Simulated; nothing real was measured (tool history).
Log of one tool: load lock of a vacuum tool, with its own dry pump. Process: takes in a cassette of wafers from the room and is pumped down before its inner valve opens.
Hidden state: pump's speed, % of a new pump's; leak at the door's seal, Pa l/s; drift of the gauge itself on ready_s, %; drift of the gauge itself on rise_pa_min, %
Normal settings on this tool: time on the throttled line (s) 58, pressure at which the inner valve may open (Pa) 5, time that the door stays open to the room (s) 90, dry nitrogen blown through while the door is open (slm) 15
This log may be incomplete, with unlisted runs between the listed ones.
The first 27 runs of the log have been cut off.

run     hour  time on the throttled line (s)  pressure at which the inner valve may open (Pa)  time that the door stays open to the room (s)  dry nitrogen blown through while the door is open (slm)  hours that the pump has run since its overhaul  times that the door has closed on its seal  incoming humidity of the room's air, %  time from the closed door until the inner valve may open (s)  rise of the pressure with all valves shut (Pa/min)
 28  11082.3                              95                                                5                                             90                                                       15                                            3205                                        2826                                    45.0                                                         131.9                                               0.072
 29  11523.0                              95                                                5                                             90                                                       15                                            3646                                        4514                                    45.2                                                         133.0                                               0.085
 30  11901.3                              95                                                5                                             90                                                       15                                            4024                                        5963                                    47.8                                                         135.0                                               0.097
 31  12215.4                              83                                                9                                             90                                                        7                                            4338                                        7166                                    42.6                                                         122.0                                               0.116
 32  12771.2                              83                                                9                                             90                                                        7                                            4894                                        9295                                    44.1                                                         122.9                                               0.137
 33  13181.0                              83                                                9                                             90                                                        7                                            5304                                       10865                                    44.5                                                         122.9                                               0.141
 34  13683.1                              83                                                4                                             84                                                        7                                            5806                                       12789                                    46.1                                                         130.1                                               0.169
 35  14199.8                              67                                                5                                             90                                                       15                                            6323                                       14768                                    43.1                                                         116.8                                               0.171
 36  14587.6                              79                                                8                                             45                                                        8                                            6710                                       16254                                    45.6                                                         122.7                                               0.184
 37  15102.6                              79                                                8                                             45                                                        8                                            7226                                       18227                                    42.7                                                         124.3                                               0.212

4 options for the next run, each taken on its own from the tool as it stands now. Forecast them:
  A  15628.3                              34                                                5                                             56                                                       15                                            7751                                       20240                                    40.9                                                             ?                                                   ?
  B  15628.3                              67                                                8                                             99                                                       11                                            7751                                       20240                                    45.3                                                             ?                                                   ?
  C  15628.3                              89                                                5                                             90                                                       15                                            7751                                       20240                                    44.9                                                             ?                                                   ?
  D  15628.3                              79                                                8                                            203                                                        8                                            7751                                       20240                                    46.3                                                             ?                                                   ?

run  time from the closed door until the inner valve may open (s)  rise of the pressure with all valves shut (Pa/min)
  A                                                          94.4                                               0.222
  B                                                         115.9                                               0.264
  C                                                         134.9                                               0.245
  D                                                         123.7                                               0.298
With the hidden condition removed and each run's random variation left untouched, the same runs would have given:
run  time from the closed door until the inner valve may open (s)  rise of the pressure with all valves shut (Pa/min)
  A                                                          80.6                                               0.037
  B                                                         104.7                                               0.075
  C                                                         124.4                                               0.056
  D                                                         113.5                                               0.113
